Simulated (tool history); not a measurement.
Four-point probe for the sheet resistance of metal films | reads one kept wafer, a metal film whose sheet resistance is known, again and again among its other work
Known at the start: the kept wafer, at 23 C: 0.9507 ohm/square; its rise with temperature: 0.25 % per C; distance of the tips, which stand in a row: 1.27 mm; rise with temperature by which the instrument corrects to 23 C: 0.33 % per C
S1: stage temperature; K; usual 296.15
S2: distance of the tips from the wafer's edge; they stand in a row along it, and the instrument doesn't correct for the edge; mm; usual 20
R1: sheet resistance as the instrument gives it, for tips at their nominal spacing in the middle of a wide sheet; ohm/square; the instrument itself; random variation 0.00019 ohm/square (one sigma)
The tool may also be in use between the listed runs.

Run 1, hour 0.0: usual settings. Result: R1 0.952760 ohm/square.
Run 2, hour 73.9: usual settings. Result: R1 0.952736 ohm/square.
Run 3, hour 137.8: usual settings but S1 301.15 K. Result: R1 0.949421 ohm/square.
Run 4, hour 202.2: usual settings but S1 301.15 K. Result: R1 0.949189 ohm/square.
Run 5, hour 267.5: usual settings. Result: R1 0.952558 ohm/square.
Run 6, hour 332.2: usual settings. Result: R1 0.952825 ohm/square.
Run 7, hour 381.5: usual settings but S1 292.15 K. Result: R1 0.955779 ohm/square.
Run 8, hour 416.5: usual settings but S1 292.15 K. Result: R1 0.955051 ohm/square.
Run 9, hour 462.4: usual settings but S2 3 mm. Result: R1 1.033554 ohm/square.
Run 10, hour 509.5: usual settings but S2 3 mm. Result: R1 1.033873 ohm/square.
Run 11, hour 578.8: usual settings but S1 302.15 K. Result: R1 0.948866 ohm/square.
Run 12, hour 630.5: usual settings. Result: R1 0.952515 ohm/square.
Run 13, hour 697.5: usual settings. Result: R1 0.952456 ohm/square.
Run 14, hour 744.5: usual settings but S1 291.15 K. Result: R1 0.956393 ohm/square.
Run 15, hour 801.3: usual settings but S1 291.15 K. Result: R1 0.956346 ohm/square.
Run 16, hour 868.9: usual settings but S1 291.15 K. Result: R1 0.956124 ohm/square.
Run 17, hour 903.6: usual settings but S1 291.15 K. Result: R1 0.956589 ohm/square.
Run 18, hour 951.4: usual settings. Result: R1 0.952839 ohm/square.
Run 19, hour 1022.9: usual settings but S2 5 mm. Result: R1 0.982834 ohm/square.
Run 20, hour 1057.5: usual settings. Result: R1 0.952585 ohm/square.
Run 21, hour 1095.2: usual settings. Result: R1 0.952682 ohm/square.
Run 22, hour 1131.1: usual settings. Result: R1 0.952560 ohm/square.
Run 23, hour 1184.7: usual settings but S1 300.15 K, S2 11 mm. Result: R1 0.954603 ohm/square.
Run 24, hour 1229.6: usual settings but S1 301.15 K, S2 60 mm. Result: R1 0.947733 ohm/square.
Run 25, hour 1285.5: usual settings but S1 301.15 K, S2 60 mm. Result: R1 0.947561 ohm/square.
Run 26, hour 1324.6: usual settings but S1 301.15 K, S2 60 mm. Result: R1 0.947743 ohm/square.
Run 27, hour 1356.2: usual settings but S2 47 mm. Result: R1 0.951126 ohm/square.
Run 28, hour 1393.2: usual settings but S2 47 mm. Result: R1 0.951351 ohm/square.
Run 29, hour 1468.3: usual settings but S2 47 mm. Result: R1 0.951272 ohm/square.
Run 30, hour 1499.7: usual settings but S2 47 mm. Result: R1 0.950951 ohm/square.
Run 31, hour 1567.1: usual settings but S1 305.15 K, S2 57 mm. Result: R1 0.945041 ohm/square.
Run 32, hour 1602.7: usual settings but S1 305.15 K, S2 57 mm. Result: R1 0.945067 ohm/square.
Run 33, hour 1650.0: usual settings but S1 295.15 K, S2 15 mm. Result: R1 0.955004 ohm/square.
Run 34, hour 1682.2: usual settings but S1 306.15 K, S2 14 mm. Result: R1 0.948445 ohm/square.
Run 35, hour 1719.2: usual settings but S1 305.15 K, S2 4 mm. Result: R1 0.993131 ohm/square.
Run 36, hour 1764.1: usual settings but S1 308.15 K, S2 4 mm. Result: R1 0.991338 ohm/square.
Run 37, hour 1827.9: usual settings but S1 308.15 K, S2 4 mm. Result: R1 0.991401 ohm/square.
Run 38, hour 1899.1: usual settings but S1 297.15 K, S2 9 mm. Result: R1 0.960443 ohm/square.
Run 39, hour 1962.0: usual settings but S1 297.15 K, S2 9 mm. Result: R1 0.960117 ohm/square.
Run 40, hour 2026.8: usual settings but S1 297.15 K, S2 9 mm. Result: R1 0.960087 ohm/square.
Run 41, hour 2095.2: usual settings but S1 301.15 K, S2 4 mm. Result: R1 0.995701 ohm/square.
Run 42, hour 2166.2: usual settings but S1 298.15 K, S2 6 mm. Result: R1 0.972034 ohm/square.
Run 43, hour 2243.0: usual settings but S1 298.15 K, S2 6 mm. Result: R1 0.971751 ohm/square.
Run 44, hour 2299.9: usual settings but S1 295.15 K, S2 32 mm. Result: R1 0.952429 ohm/square.

Not shown: 1 entry that the log had between the listed runs. Between which runs, and how does the tool's hidden state differ before and after?
Between runs 16 and 17: stage's thermometer calibrated (hour 891.3)
  inner tips' distance over the nominal, %: 0.003 -> 0.004

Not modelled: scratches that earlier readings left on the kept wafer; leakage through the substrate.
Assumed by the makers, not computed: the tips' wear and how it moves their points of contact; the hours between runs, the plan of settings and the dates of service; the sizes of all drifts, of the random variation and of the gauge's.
